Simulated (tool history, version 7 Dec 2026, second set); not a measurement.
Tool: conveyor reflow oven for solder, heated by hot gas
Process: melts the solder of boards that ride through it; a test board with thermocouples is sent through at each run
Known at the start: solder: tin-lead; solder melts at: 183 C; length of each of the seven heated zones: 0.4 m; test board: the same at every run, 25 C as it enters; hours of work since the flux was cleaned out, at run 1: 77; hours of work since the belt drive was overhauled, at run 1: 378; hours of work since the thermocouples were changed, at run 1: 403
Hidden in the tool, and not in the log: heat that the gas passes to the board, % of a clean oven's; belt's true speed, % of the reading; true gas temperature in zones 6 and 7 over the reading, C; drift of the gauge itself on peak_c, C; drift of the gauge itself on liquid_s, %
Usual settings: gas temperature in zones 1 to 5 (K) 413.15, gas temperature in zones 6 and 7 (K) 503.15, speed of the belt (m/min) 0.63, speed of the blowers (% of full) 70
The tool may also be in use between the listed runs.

| run | hour | gas temperature in zones 1 to 5 (K) | gas temperature in zones 6 and 7 (K) | speed of the belt (m/min) | speed of the blowers (% of full) | hours of work since the flux was cleaned out | hours of work since the belt drive was overhauled | hours of work since the thermocouples were changed | highest temperature of the board (K) | time above the solder's melting point (s) |
|---|---|---|---|---|---|---|---|---|---|---|
| 1 | 0 | 413.15 | 503.15 | 0.63 | 70 | 77 | 378 | 403 | 492.05 | 59.7 |
| 2 | 26 | 413.15 | 503.15 | 0.63 | 70 | 89 | 390 | 416 | 491.55 | 59.8 |
| 3 | 56.8 | 413.15 | 503.15 | 0.63 | 70 | 103 | 404 | 430 | 491.55 | 59.7 |
| 4 | 78.9 | 413.15 | 503.15 | 0.63 | 70 | 114 | 415 | 440 | 491.95 | 59.2 |
| 5 | 110.3 | 417.15 | 503.15 | 0.63 | 70 | 129 | 429 | 455 | 491.45 | 61.6 |
| 6 | 134.4 | 417.15 | 503.15 | 0.63 | 70 | 140 | 441 | 466 | 491.65 | 61.1 |
| 7 | 148.3 | 417.15 | 503.15 | 0.63 | 70 | 146 | 447 | 473 | 491.25 | 62.2 |
| 8 | 177.4 | 417.15 | 503.15 | 0.63 | 70 | 160 | 461 | 486 | 491.95 | 60.9 |
| 9 | 191.9 | 413.15 | 503.15 | 0.575 | 70 | 167 | 467 | 493 | 493.65 | 67.7 |
| 10 | 218.8 | 413.15 | 503.15 | 0.575 | 70 | 179 | 480 | 506 | 493.25 | 66.6 |
| 11 | 249.7 | 413.15 | 503.15 | 0.575 | 70 | 194 | 495 | 520 | 493.85 | 67.6 |
| 12 | 278.1 | 413.15 | 503.15 | 0.575 | 70 | 207 | 508 | 534 | 493.05 | 67.3 |
|  | 309.8 | flux residue cleaned out of gas plates and filters |
| 13 | 309.8 | 413.15 | 503.15 | 0.63 | 70 | 0 | 520 | 546 | 490.75 | 60.1 |
| 14 | 334 | 413.15 | 503.15 | 0.63 | 70 | 11 | 532 | 557 | 492.45 | 60.3 |
| 15 | 363 | 413.15 | 503.15 | 0.63 | 70 | 25 | 545 | 571 | 491.45 | 59.8 |
| 16 | 384.7 | 413.15 | 503.15 | 0.63 | 70 | 35 | 555 | 581 | 490.25 | 61.1 |
| 17 | 402 | 415.15 | 503.15 | 0.63 | 70 | 43 | 563 | 589 | 492.55 | 60.3 |
| 18 | 430.8 | 415.15 | 503.15 | 0.63 | 70 | 57 | 577 | 603 | 492.65 | 60.5 |
| 19 | 447.9 | 406.15 | 513.15 | 0.63 | 62 | 65 | 585 | 611 | 497.85 | 60.6 |
| 20 | 471.3 | 406.15 | 509.15 | 0.63 | 77 | 76 | 596 | 622 | 497.15 | 60.6 |
| 21 | 486.3 | 406.15 | 509.15 | 0.63 | 77 | 83 | 603 | 629 | 496.55 | 60.8 |
| 22 | 509.9 | 413.15 | 511.15 | 0.63 | 70 | 94 | 614 | 640 | 498.85 | 63.8 |
| 23 | 532.2 | 413.15 | 511.15 | 0.63 | 55 | 104 | 624 | 650 | 495.45 | 61.8 |
| 24 | 556.4 | 417.15 | 513.15 | 0.61 | 66 | 115 | 636 | 661 | 500.15 | 68.8 |
| 25 | 579.9 | 413.15 | 503.15 | 0.63 | 58 | 126 | 647 | 672 | 489.15 | 58 |
| 26 | 599.1 | 413.15 | 503.15 | 0.63 | 58 | 135 | 656 | 681 | 489.25 | 58.7 |
| 27 | 617.9 | 406.15 | 503.15 | 0.63 | 55 | 144 | 664 | 690 | 486.85 | 53.4 |
| 28 | 644.9 | 413.15 | 503.15 | 0.63 | 55 | 157 | 677 | 703 | 489.35 | 55.8 |
| 29 | 658.7 | 424.15 | 503.15 | 0.512 | 70 | 163 | 684 | 709 | 496.75 | 84 |
| 30 | 672.2 | 424.15 | 503.15 | 0.512 | 70 | 170 | 690 | 716 | 497.35 | 83.6 |
| 31 | 686 | 413.15 | 494.15 | 0.63 | 51 | 176 | 696 | 722 | 479.55 | 48.2 |

How the hidden state differs across the entries between the runs, from the last listed run before each to the first after it:
Between runs 12 and 13: flux residue cleaned out of gas plates and filters (hour 309.8)
  heat that the gas passes to the board, % of a clean oven's: 99.3 -> 100; true gas temperature in zones 6 and 7 over the reading, C: 0.16 -> 0.17

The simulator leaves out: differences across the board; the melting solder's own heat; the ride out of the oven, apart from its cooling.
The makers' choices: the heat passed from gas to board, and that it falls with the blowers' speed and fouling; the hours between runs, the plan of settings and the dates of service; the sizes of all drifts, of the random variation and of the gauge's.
